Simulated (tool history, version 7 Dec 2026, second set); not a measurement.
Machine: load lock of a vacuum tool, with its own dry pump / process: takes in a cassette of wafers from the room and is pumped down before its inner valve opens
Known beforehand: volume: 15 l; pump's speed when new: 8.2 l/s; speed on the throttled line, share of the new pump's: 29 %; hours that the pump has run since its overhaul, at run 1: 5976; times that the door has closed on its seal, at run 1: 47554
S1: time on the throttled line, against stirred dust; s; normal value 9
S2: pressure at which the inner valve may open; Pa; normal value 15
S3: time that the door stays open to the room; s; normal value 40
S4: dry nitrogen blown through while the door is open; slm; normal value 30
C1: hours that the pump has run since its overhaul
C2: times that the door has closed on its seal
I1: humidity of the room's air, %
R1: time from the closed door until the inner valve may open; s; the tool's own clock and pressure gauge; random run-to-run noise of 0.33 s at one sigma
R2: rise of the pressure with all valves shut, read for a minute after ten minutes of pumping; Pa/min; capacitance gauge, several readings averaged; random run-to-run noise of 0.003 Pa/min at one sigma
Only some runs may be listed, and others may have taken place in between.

{"run": 1, "hour": 0.0, "S1": 9, "S2": 15, "S3": 40, "S4": 30, "C1": 5976, "C2": 47554, "I1": 43.5, "R1": 23.7, "R2": 0.672}
{"run": 2, "hour": 149.8, "S1": 9, "S2": 15, "S3": 40, "S4": 30, "C1": 6126, "C2": 48031, "I1": 43.5, "R1": 23.5, "R2": 0.676}
{"hour": 228.3, "done": "door's seal changed, seat wiped"}
{"run": 3, "hour": 306.4, "S1": 13, "S2": 15, "S3": 40, "S4": 30, "C1": 6281, "C2": 248, "I1": 47.6, "R1": 26.1, "R2": 0.031}
{"run": 4, "hour": 579.6, "S1": 13, "S2": 15, "S3": 40, "S4": 14, "C1": 6554, "C2": 1119, "I1": 44.1, "R1": 25.9, "R2": 0.045}
{"run": 5, "hour": 747.7, "S1": 13, "S2": 15, "S3": 40, "S4": 14, "C1": 6722, "C2": 1655, "I1": 43.5, "R1": 25.9, "R2": 0.043}
{"run": 6, "hour": 943.6, "S1": 13, "S2": 15, "S3": 40, "S4": 14, "C1": 6918, "C2": 2279, "I1": 45.0, "R1": 26.7, "R2": 0.053}
{"run": 7, "hour": 1216.4, "S1": 13, "S2": 15, "S3": 40, "S4": 14, "C1": 7191, "C2": 3149, "I1": 45.9, "R1": 26.4, "R2": 0.05}
{"run": 8, "hour": 1480.5, "S1": 13, "S2": 15, "S3": 40, "S4": 14, "C1": 7455, "C2": 3991, "I1": 44.4, "R1": 26.7, "R2": 0.06}
{"run": 9, "hour": 1620.3, "S1": 13, "S2": 15, "S3": 40, "S4": 14, "C1": 7595, "C2": 4436, "I1": 44.8, "R1": 26.5, "R2": 0.055}
{"run": 10, "hour": 1860.0, "S1": 9, "S2": 15, "S3": 40, "S4": 30, "C1": 7834, "C2": 5200, "I1": 44.3, "R1": 24.9, "R2": 0.053}
{"run": 11, "hour": 2022.2, "S1": 9, "S2": 15, "S3": 40, "S4": 30, "C1": 7997, "C2": 5717, "I1": 43.8, "R1": 23.8, "R2": 0.055}
{"run": 12, "hour": 2238.6, "S1": 7, "S2": 15, "S3": 95, "S4": 30, "C1": 8213, "C2": 6407, "I1": 46.6, "R1": 22.9, "R2": 0.083}
{"run": 13, "hour": 2406.2, "S1": 7, "S2": 15, "S3": 95, "S4": 30, "C1": 8381, "C2": 6941, "I1": 44.9, "R1": 22.8, "R2": 0.085}
{"run": 14, "hour": 2674.6, "S1": 18, "S2": 30, "S3": 95, "S4": 30, "C1": 8649, "C2": 7797, "I1": 44.4, "R1": 29.0, "R2": 0.09}
{"run": 15, "hour": 2863.8, "S1": 9, "S2": 15, "S3": 201, "S4": 30, "C1": 8838, "C2": 8400, "I1": 44.3, "R1": 24.0, "R2": 0.121}
{"run": 16, "hour": 3100.5, "S1": 9, "S2": 15, "S3": 201, "S4": 30, "C1": 9075, "C2": 9154, "I1": 45.6, "R1": 24.7, "R2": 0.126}
{"run": 17, "hour": 3330.8, "S1": 9, "S2": 15, "S3": 201, "S4": 30, "C1": 9305, "C2": 9888, "I1": 45.6, "R1": 24.8, "R2": 0.136}
{"run": 18, "hour": 3493.7, "S1": 9, "S2": 18, "S3": 201, "S4": 30, "C1": 9468, "C2": 10407, "I1": 42.5, "R1": 23.9, "R2": 0.137}
{"run": 19, "hour": 3737.8, "S1": 9, "S2": 17, "S3": 191, "S4": 30, "C1": 9712, "C2": 11185, "I1": 44.3, "R1": 24.1, "R2": 0.147}
{"run": 20, "hour": 3884.5, "S1": 17, "S2": 15, "S3": 108, "S4": 37, "C1": 9859, "C2": 11653, "I1": 47.2, "R1": 29.4, "R2": 0.116}
{"run": 21, "hour": 4153.9, "S1": 17, "S2": 15, "S3": 108, "S4": 37, "C1": 10128, "C2": 12512, "I1": 46.3, "R1": 29.6, "R2": 0.123}

Below, some changes in R1 between adjacent runs. For each, the amount present without the hidden state too (settings, incoming material, random variation) and the amount remaining for the hidden state with gauge scatter not shared by both compared results:
The tool's hidden condition here consists of: pump's speed, % of a new pump's; leak at the door's seal, Pa l/s; drift of the gauge itself on ready_s, %; drift of the gauge itself on rise_pa_min, %.
Run 13 -> 14: S1 7 -> 18, S2 15 -> 30. R1 +6.2 s: hidden state -0.4, all else +6.6.
Run 14 -> 15: S1 18 -> 9, S2 30 -> 15, S3 95 -> 201. R1 -5.0 s: hidden state +0.5, all else -5.5.
Run 19 -> 20: S1 9 -> 17, S2 17 -> 15, S3 191 -> 108, S4 30 -> 37. R1 +5.3 s: hidden state -0.3, all else +5.6.
